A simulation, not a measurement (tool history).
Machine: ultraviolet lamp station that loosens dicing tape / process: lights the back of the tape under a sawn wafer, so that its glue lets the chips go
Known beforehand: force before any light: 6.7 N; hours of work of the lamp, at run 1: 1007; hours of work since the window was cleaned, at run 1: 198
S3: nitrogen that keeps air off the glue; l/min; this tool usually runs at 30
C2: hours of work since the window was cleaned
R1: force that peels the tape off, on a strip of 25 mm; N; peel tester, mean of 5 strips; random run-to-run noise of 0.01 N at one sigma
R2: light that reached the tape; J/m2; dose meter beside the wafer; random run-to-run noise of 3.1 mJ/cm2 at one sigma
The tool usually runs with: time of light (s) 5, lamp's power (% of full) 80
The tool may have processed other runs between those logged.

run 1 hour=0.0 | time_of_light_(s)=5 lamp's_power_(%_of_full)=80 S3=30 | hours_of_work_of_the_lamp=1007 C2=198 | R1=0.451 R2=4670
run 2 hour=28.0 | time_of_light_(s)=5 lamp's_power_(%_of_full)=66 S3=30 | hours_of_work_of_the_lamp=1029 C2=219 | R1=0.694 R2=3830
run 3 hour=61.3 | time_of_light_(s)=5 lamp's_power_(%_of_full)=66 S3=30 | hours_of_work_of_the_lamp=1054 C2=245 | R1=0.690 R2=3850
run 4 hour=93.6 | time_of_light_(s)=5 lamp's_power_(%_of_full)=66 S3=30 | hours_of_work_of_the_lamp=1079 C2=270 | R1=0.679 R2=3880
run 5 hour=126.5 | time_of_light_(s)=5 lamp's_power_(%_of_full)=71 S3=30 | hours_of_work_of_the_lamp=1104 C2=295 | R1=0.591 R2=4150
run 6 hour=163.6 | time_of_light_(s)=5 lamp's_power_(%_of_full)=71 S3=30 | hours_of_work_of_the_lamp=1133 C2=324 | R1=0.588 R2=4110
run 7 hour=183.0 | time_of_light_(s)=5 lamp's_power_(%_of_full)=80 S3=30 | hours_of_work_of_the_lamp=1148 C2=339 | R1=0.462 R2=4690
run 8 hour=206.6 | time_of_light_(s)=5 lamp's_power_(%_of_full)=80 S3=30 | hours_of_work_of_the_lamp=1166 C2=357 | R1=0.451 R2=4690
run 9 hour=243.3 | time_of_light_(s)=5 lamp's_power_(%_of_full)=80 S3=30 | hours_of_work_of_the_lamp=1195 C2=385 | R1=0.419 R2=4660
run 10 hour=277.6 | time_of_light_(s)=5 lamp's_power_(%_of_full)=80 S3=30 | hours_of_work_of_the_lamp=1221 C2=412 | R1=0.450 R2=4670
run 11 hour=292.9 | time_of_light_(s)=5 lamp's_power_(%_of_full)=80 S3=30 | hours_of_work_of_the_lamp=1233 C2=423 | R1=0.455 R2=4610
run 12 hour=324.5 | time_of_light_(s)=5 lamp's_power_(%_of_full)=80 S3=30 | hours_of_work_of_the_lamp=1257 C2=448 | R1=0.424 R2=4700
run 13 hour=340.3 | time_of_light_(s)=5 lamp's_power_(%_of_full)=80 S3=30 | hours_of_work_of_the_lamp=1269 C2=460 | R1=0.458 R2=4630
run 14 hour=363.5 | time_of_light_(s)=5 lamp's_power_(%_of_full)=80 S3=30 | hours_of_work_of_the_lamp=1287 C2=478 | R1=0.455 R2=4640
run 15 hour=395.6 | time_of_light_(s)=5 lamp's_power_(%_of_full)=91 S3=30 | hours_of_work_of_the_lamp=1312 C2=502 | R1=0.331 R2=5350
run 16 hour=423.1 | time_of_light_(s)=5 lamp's_power_(%_of_full)=91 S3=30 | hours_of_work_of_the_lamp=1333 C2=524 | R1=0.322 R2=5290
run 17 hour=446.9 | time_of_light_(s)=5 lamp's_power_(%_of_full)=71 S3=30 | hours_of_work_of_the_lamp=1351 C2=542 | R1=0.582 R2=4180
run 18 hour=477.9 | time_of_light_(s)=3 lamp's_power_(%_of_full)=71 S3=30 | hours_of_work_of_the_lamp=1375 C2=566 | R1=1.438 R2=2480
-- hour=489.5 window cleaned of glue's vapour
run 19 hour=494.0 | time_of_light_(s)=3 lamp's_power_(%_of_full)=71 S3=30 | hours_of_work_of_the_lamp=1387 C2=3 | R1=1.461 R2=2480
run 20 hour=528.5 | time_of_light_(s)=3 lamp's_power_(%_of_full)=71 S3=30 | hours_of_work_of_the_lamp=1414 C2=30 | R1=1.491 R2=2510
run 21 hour=557.3 | time_of_light_(s)=5 lamp's_power_(%_of_full)=80 S3=30 | hours_of_work_of_the_lamp=1436 C2=52 | R1=0.448 R2=4630
run 22 hour=576.6 | time_of_light_(s)=5 lamp's_power_(%_of_full)=87 S3=30 | hours_of_work_of_the_lamp=1451 C2=67 | R1=0.374 R2=5120
run 23 hour=602.4 | time_of_light_(s)=5 lamp's_power_(%_of_full)=63 S3=18 | hours_of_work_of_the_lamp=1471 C2=87 | R1=1.051 R2=3680
run 24 hour=632.8 | time_of_light_(s)=5 lamp's_power_(%_of_full)=63 S3=18 | hours_of_work_of_the_lamp=1494 C2=110 | R1=1.052 R2=3720
run 25 hour=662.3 | time_of_light_(s)=2 lamp's_power_(%_of_full)=91 S3=34 | hours_of_work_of_the_lamp=1517 C2=133 | R1=1.737 R2=2120
run 26 hour=677.9 | time_of_light_(s)=2 lamp's_power_(%_of_full)=91 S3=34 | hours_of_work_of_the_lamp=1529 C2=145 | R1=1.686 R2=2160
-- hour=689.0 lamp changed
run 27 hour=704.0 | time_of_light_(s)=2 lamp's_power_(%_of_full)=65 S3=9 | hours_of_work_of_the_lamp=12 C2=165 | R1=3.601 R2=1560
run 28 hour=729.4 | time_of_light_(s)=2 lamp's_power_(%_of_full)=65 S3=9 | hours_of_work_of_the_lamp=31 C2=184 | R1=3.719 R2=1510
run 29 hour=766.6 | time_of_light_(s)=5 lamp's_power_(%_of_full)=80 S3=45 | hours_of_work_of_the_lamp=60 C2=213 | R1=0.338 R2=4730
run 30 hour=798.4 | time_of_light_(s)=5 lamp's_power_(%_of_full)=86 S3=40 | hours_of_work_of_the_lamp=84 C2=237 | R1=0.307 R2=5060
run 31 hour=819.5 | time_of_light_(s)=5 lamp's_power_(%_of_full)=86 S3=16 | hours_of_work_of_the_lamp=101 C2=254 | R1=0.611 R2=5020
run 32 hour=841.4 | time_of_light_(s)=5 lamp's_power_(%_of_full)=86 S3=16 | hours_of_work_of_the_lamp=117 C2=270 | R1=0.640 R2=4970
run 33 hour=856.6 | time_of_light_(s)=5 lamp's_power_(%_of_full)=86 S3=16 | hours_of_work_of_the_lamp=129 C2=282 | R1=0.629 R2=5000
run 34 hour=892.0 | time_of_light_(s)=5 lamp's_power_(%_of_full)=73 S3=38 | hours_of_work_of_the_lamp=156 C2=309 | R1=0.455 R2=4250
run 35 hour=907.8 | time_of_light_(s)=5 lamp's_power_(%_of_full)=72 S3=30 | hours_of_work_of_the_lamp=169 C2=322 | R1=0.552 R2=4210
run 36 hour=936.7 | time_of_light_(s)=4 lamp's_power_(%_of_full)=61 S3=47 | hours_of_work_of_the_lamp=191 C2=344 | R1=0.948 R2=2860
run 37 hour=966.7 | time_of_light_(s)=4 lamp's_power_(%_of_full)=62 S3=11 | hours_of_work_of_the_lamp=214 C2=367 | R1=1.946 R2=2900
run 38 hour=983.3 | time_of_light_(s)=4 lamp's_power_(%_of_full)=80 S3=17 | hours_of_work_of_the_lamp=227 C2=380 | R1=1.067 R2=3760
run 39 hour=999.7 | time_of_light_(s)=4 lamp's_power_(%_of_full)=80 S3=17 | hours_of_work_of_the_lamp=239 C2=392 | R1=1.030 R2=3750
run 40 hour=1021.7 | time_of_light_(s)=5 lamp's_power_(%_of_full)=78 S3=28 | hours_of_work_of_the_lamp=256 C2=409 | R1=0.508 R2=4590
run 41 hour=1046.3 | time_of_light_(s)=3 lamp's_power_(%_of_full)=99 S3=12 | hours_of_work_of_the_lamp=275 C2=428 | R1=1.448 R2=3530
run 42 hour=1069.1 | time_of_light_(s)=3 lamp's_power_(%_of_full)=99 S3=18 | hours_of_work_of_the_lamp=293 C2=446 | R1=1.120 R2=3510
run 43 hour=1092.7 | time_of_light_(s)=7 lamp's_power_(%_of_full)=96 S3=30 | hours_of_work_of_the_lamp=311 C2=464 | R1=0.142 R2=7830

Alternative continuations, all from the tool just after run 43; predict every row:
run A hour=1124.7 | time_of_light_(s)=4 lamp's_power_(%_of_full)=87 S3=15 | hours_of_work_of_the_lamp=336 C2=489 | R1=? R2=?
run B hour=1124.7 | time_of_light_(s)=3 lamp's_power_(%_of_full)=95 S3=30 | hours_of_work_of_the_lamp=336 C2=489 | R1=? R2=?
run C hour=1124.7 | time_of_light_(s)=9 lamp's_power_(%_of_full)=71 S3=31 | hours_of_work_of_the_lamp=336 C2=489 | R1=? R2=?

run=A R1=0.958 R2=4110
run=B R1=0.886 R2=3330
run=C R1=0.142 R2=7510
Without the tool's unlogged condition, the same runs would have read:
run=A R1=0.957 R2=4110
run=B R1=0.885 R2=3340
run=C R1=0.142 R2=7510

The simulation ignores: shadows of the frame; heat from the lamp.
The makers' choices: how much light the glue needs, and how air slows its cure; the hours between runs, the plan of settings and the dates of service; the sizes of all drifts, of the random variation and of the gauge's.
